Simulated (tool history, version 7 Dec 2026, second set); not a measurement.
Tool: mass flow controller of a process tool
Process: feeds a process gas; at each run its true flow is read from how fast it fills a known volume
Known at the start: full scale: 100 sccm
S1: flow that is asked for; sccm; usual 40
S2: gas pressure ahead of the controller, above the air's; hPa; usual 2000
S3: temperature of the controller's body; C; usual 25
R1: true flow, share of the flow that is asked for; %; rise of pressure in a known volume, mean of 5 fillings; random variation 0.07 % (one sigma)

run    hour  S1    S2  S3      R1
  1     0.0  40  2000  25   95.67
  2   171.9  40  2000  31   96.08
  3   332.1  40  2000  25   95.79
  4   618.8  40  1620  25   95.63
  5   817.1  40  2000  25   95.70
  6  1013.5  40  2000  25   95.57
  7  1158.7  40  2000  25   95.60
  8  1351.0  40  2000  25   95.60
  9  1506.7  40  2000  25   95.53
 10  1742.3  40  2000  25   95.52
 11  1967.3  40  2000  25   95.46
 12  2148.5  40  2000  25   95.50
 13  2337.2  40  2000  25   95.34
     2355.3  -- controller's zero set anew
 14  2478.1  40  2000  25   95.87
 15  2748.7  40  1660  25   95.72
     2901.5  -- controller's zero set anew, once more
 16  2903.1  40  1660  25   94.11
 17  3154.3  40  1660  25   94.09
 18  3379.1  40  1660  38   95.04
     3516.5  -- controller exchanged for a calibrated one
 19  3645.5  40  2000  25   98.30
 20  3868.5  40  2000  25   98.15
 21  3993.4  40  2000  25   98.25
 22  4121.4  40  2000  25   98.21
 23  4399.2  40  2000  23   98.01
 24  4554.4  40  2000  23   97.92
 25  4821.9  12  1610  26   98.25
 26  5057.4  12  1610  26   98.46
 27  5328.6  23  2710  26   98.22
 28  5522.1  23  1700  26   98.16
 29  5680.5  19  2280  37   99.05
 30  5874.8  12  2000  25   98.97
 31  6159.8  12  2000  25   99.21
 32  6379.7  12  2000  25   99.34
 33  6635.9  39  1610  31   98.30
 34  6815.3  55  1610  38   99.00
 35  7047.8  66  1550  38   99.20
 36  7321.3  66  1550  38   99.05
 37  7518.3  85  1550  36   99.39
 38  7694.6  40  1560  25   97.84
 39  7919.4  53  2140  27   98.07
 40  8098.2  53  2140  27   97.93
 41  8223.1  82  1480  34   98.78
 42  8339.4  12  2590  37  101.71
 43  8611.6  40  2000  24   97.70
 44  8879.0  40  2000  24   97.65
 45  9069.0  12  1650  24  100.90
 46  9185.5  22  2150  31   99.00
     9197.9  -- controller's zero set anew
 47  9356.0  22  2150  31   95.99
 48  9614.8  20  2360  22   95.33

3 ways to go on from here, each from the tool as it stands after run 48. What would each give?
  A  9894.6  82  1900  22   ?
  B  9894.6  11  2000  25   ?
  C  9894.6  40  2360  26   ?

run     R1
  A  96.83
  B  95.64
  C  96.07
Without the tool's hidden state the same runs would have given:
run     R1
  A  99.23
  B  97.32
  C  98.35
